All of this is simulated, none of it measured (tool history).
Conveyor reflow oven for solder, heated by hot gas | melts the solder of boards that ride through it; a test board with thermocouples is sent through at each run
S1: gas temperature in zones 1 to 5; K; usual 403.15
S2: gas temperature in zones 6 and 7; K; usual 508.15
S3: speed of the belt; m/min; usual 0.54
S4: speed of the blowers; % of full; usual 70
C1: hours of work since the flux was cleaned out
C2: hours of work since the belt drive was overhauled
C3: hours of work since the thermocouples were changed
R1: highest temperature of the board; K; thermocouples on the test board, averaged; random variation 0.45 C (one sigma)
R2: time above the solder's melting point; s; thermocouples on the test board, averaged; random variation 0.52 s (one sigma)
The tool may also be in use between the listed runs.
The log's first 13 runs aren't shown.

| run | hour | S1 | S2 | S3 | S4 | C1 | C2 | C3 | R1 | R2 |
|---|---|---|---|---|---|---|---|---|---|---|
| 14 | 489 | 403.15 | 508.15 | 0.445 | 70 | 215 | 403 | 1385 | 492.15 | 80.7 |
|  | 512.3 | flux residue cleaned out of gas plates and filters |
| 15 | 532.5 | 403.15 | 508.15 | 0.54 | 70 | 14 | 430 | 1411 | 487.85 | 61.7 |
|  | 561.6 | thermocouples of zones 6 and 7 changed |
| 16 | 574.9 | 403.15 | 508.15 | 0.54 | 70 | 42 | 457 | 9 | 490.45 | 63.2 |
| 17 | 595.3 | 403.15 | 508.15 | 0.54 | 70 | 56 | 472 | 23 | 490.55 | 63.5 |
| 18 | 623.5 | 403.15 | 508.15 | 0.434 | 70 | 75 | 491 | 43 | 497.15 | 88.1 |
| 19 | 669.9 | 403.15 | 508.15 | 0.434 | 70 | 107 | 523 | 75 | 496.05 | 88.1 |
| 20 | 715 | 403.15 | 507.15 | 0.434 | 86 | 138 | 554 | 106 | 498.75 | 89.8 |
| 21 | 742.4 | 390.15 | 507.15 | 0.434 | 86 | 157 | 573 | 125 | 496.85 | 84.2 |
| 22 | 778.2 | 403.15 | 508.15 | 0.54 | 56 | 182 | 598 | 149 | 483.65 | 56.8 |
| 23 | 799.9 | 412.15 | 522.15 | 0.48 | 56 | 197 | 613 | 164 | 503.65 | 87.8 |
|  | 848.7 | flux residue cleaned out of gas plates and filters |
| 24 | 851 | 403.15 | 508.15 | 0.54 | 66 | 2 | 644 | 196 | 489.25 | 63.6 |
| 25 | 891.3 | 403.15 | 508.15 | 0.54 | 66 | 29 | 672 | 224 | 489.15 | 62.3 |
| 26 | 939.1 | 403.15 | 508.15 | 0.54 | 66 | 62 | 705 | 257 | 487.95 | 62.5 |
| 27 | 975.3 | 403.15 | 508.15 | 0.613 | 68 | 87 | 730 | 282 | 483.85 | 49.7 |
| 28 | 1011.2 | 403.15 | 508.15 | 0.613 | 68 | 112 | 755 | 306 | 483.95 | 49.6 |
| 29 | 1043.2 | 400.15 | 512.15 | 0.516 | 79 | 134 | 777 | 328 | 496.15 | 71.9 |
| 30 | 1064.8 | 410.15 | 512.15 | 0.451 | 79 | 149 | 792 | 343 | 501.15 | 92.3 |
| 31 | 1100.3 | 410.15 | 512.15 | 0.451 | 79 | 173 | 816 | 368 | 500.65 | 91.3 |

4 ways to go on from here, each from the tool as it stands after run 31. What would each give?
| A | 1133.9 | 403.15 | 508.15 | 0.568 | 70 | 197 | 839 | 391 | ? | ? |
| B | 1133.9 | 403.15 | 515.15 | 0.62 | 70 | 197 | 839 | 391 | ? | ? |
| C | 1133.9 | 409.15 | 512.15 | 0.451 | 79 | 197 | 839 | 391 | ? | ? |
| D | 1133.9 | 394.15 | 522.15 | 0.518 | 79 | 197 | 839 | 391 | ? | ? |

| run | R1 | R2 |
|---|---|---|
| A | 486.55 | 56.1 |
| B | 488.75 | 53.7 |
| C | 500.75 | 90.6 |
| D | 503.15 | 74.9 |
Without the tool's hidden state the same runs would have given:
| run | R1 | R2 |
|---|---|---|
| A | 487.95 | 56.7 |
| B | 490.25 | 54.2 |
| C | 501.95 | 90.1 |
| D | 504.75 | 74.8 |

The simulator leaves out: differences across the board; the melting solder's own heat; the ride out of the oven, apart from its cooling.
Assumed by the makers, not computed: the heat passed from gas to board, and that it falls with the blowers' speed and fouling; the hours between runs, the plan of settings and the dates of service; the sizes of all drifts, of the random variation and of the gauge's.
